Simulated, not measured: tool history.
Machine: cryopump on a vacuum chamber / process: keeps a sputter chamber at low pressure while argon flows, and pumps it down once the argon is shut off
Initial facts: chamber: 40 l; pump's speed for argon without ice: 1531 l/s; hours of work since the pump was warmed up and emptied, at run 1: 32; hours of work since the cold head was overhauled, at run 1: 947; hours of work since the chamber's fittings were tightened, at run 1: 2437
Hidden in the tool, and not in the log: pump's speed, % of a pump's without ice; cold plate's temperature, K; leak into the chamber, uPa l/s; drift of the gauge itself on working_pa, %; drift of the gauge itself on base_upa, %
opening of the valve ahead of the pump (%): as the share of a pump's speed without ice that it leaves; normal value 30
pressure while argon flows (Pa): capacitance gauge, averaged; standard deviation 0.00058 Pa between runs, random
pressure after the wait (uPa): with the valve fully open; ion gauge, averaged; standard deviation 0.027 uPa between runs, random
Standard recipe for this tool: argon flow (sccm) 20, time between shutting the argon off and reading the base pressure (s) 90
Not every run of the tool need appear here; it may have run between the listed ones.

run,hour,argon flow (sccm),time between shutting the argon off and reading the base pressure (s),opening of the valve ahead of the pump (%),hours of work since the pump was warmed up and emptied,hours of work since the cold head was overhauled,hours of work since the chamber's fittings were tightened,pressure while argon flows (Pa),pressure after the wait (uPa)
1,0.0,20,90,30,32,947,2437,0.0741,2.88
2,25.4,20,90,30,50,965,2455,0.0745,2.87
3,53.1,20,90,30,70,985,2476,0.0754,2.96
4,74.2,20,90,30,86,1000,2491,0.0748,2.91
5,99.6,20,90,30,104,1019,2509,0.0762,2.91
6,119.2,20,90,30,118,1033,2524,0.0762,3.02
7,144.1,20,90,30,137,1051,2542,0.0761,3.05
8,170.2,20,90,18,155,1070,2561,0.1265,3.02
9,200.6,20,90,18,178,1092,2583,0.1265,3.11
10,232.3,20,90,18,201,1115,2606,0.1256,3.20
11,261.2,20,90,18,222,1136,2627,0.1266,3.29
12,276.8,20,90,18,233,1147,2638,0.1276,3.26
13,302.6,20,90,18,252,1166,2657,0.1276,3.31
14,328.4,20,90,18,270,1185,2675,0.1279,3.46
15,349.6,20,90,18,286,1200,2691,0.1294,3.46
16,363.0,11,90,30,295,1210,2701,0.0441,3.38
17,383.5,20,90,40,310,1225,2715,0.0616,3.48
18,413.3,20,122,58,332,1247,2737,0.0461,3.20
19,443.3,20,122,58,354,1268,2759,0.0461,3.33
20,474.3,20,122,58,376,1291,2781,0.0466,3.41
21,488.7,20,122,58,387,1301,2792,0.0474,3.44
22,513.2,20,90,58,404,1319,2810,0.0469,3.82
23,543.0,15,40,20,426,1341,2831,0.0912,5.14
# hour 552.7: pump warmed up, emptied and cooled again
24,569.4,40,90,30,12,1356,2847,0.1483,3.12
25,585.9,24,100,30,24,1368,2859,0.0896,2.94
26,609.0,21,33,36,41,1385,2875,0.0664,4.92
# hour 622.4: leaking fittings of the chamber tightened, without venting
27,635.9,13,25,30,59,1403,10,0.0486,3.87
28,654.3,13,25,30,72,1416,23,0.0497,3.97
29,671.7,13,25,30,85,1429,36,0.0488,4.06
30,697.3,13,25,30,104,1448,54,0.0499,4.00
31,721.1,32,90,30,121,1465,72,0.1212,1.33
32,737.2,32,90,17,132,1476,83,0.2113,1.36
33,750.9,32,90,17,142,1486,93,0.2137,1.42

Predict each of these 4 candidate next runs independently; none follows another, all start after run 33:
A,772.3,23,57,29,158,1502,109,?,?
B,772.3,34,90,17,158,1502,109,?,?
C,772.3,32,90,37,158,1502,109,?,?
D,772.3,18,195,24,158,1502,109,?,?

run,pressure while argon flows (Pa),pressure after the wait (uPa)
A,0.0911,2.02
B,0.2254,1.38
C,0.1013,1.43
D,0.0865,0.80
Had the tool no hidden state, the same runs would have come out as:
run,pressure while argon flows (Pa),pressure after the wait (uPa)
A,0.0875,1.85
B,0.2202,1.22
C,0.0964,1.26
D,0.0837,0.64

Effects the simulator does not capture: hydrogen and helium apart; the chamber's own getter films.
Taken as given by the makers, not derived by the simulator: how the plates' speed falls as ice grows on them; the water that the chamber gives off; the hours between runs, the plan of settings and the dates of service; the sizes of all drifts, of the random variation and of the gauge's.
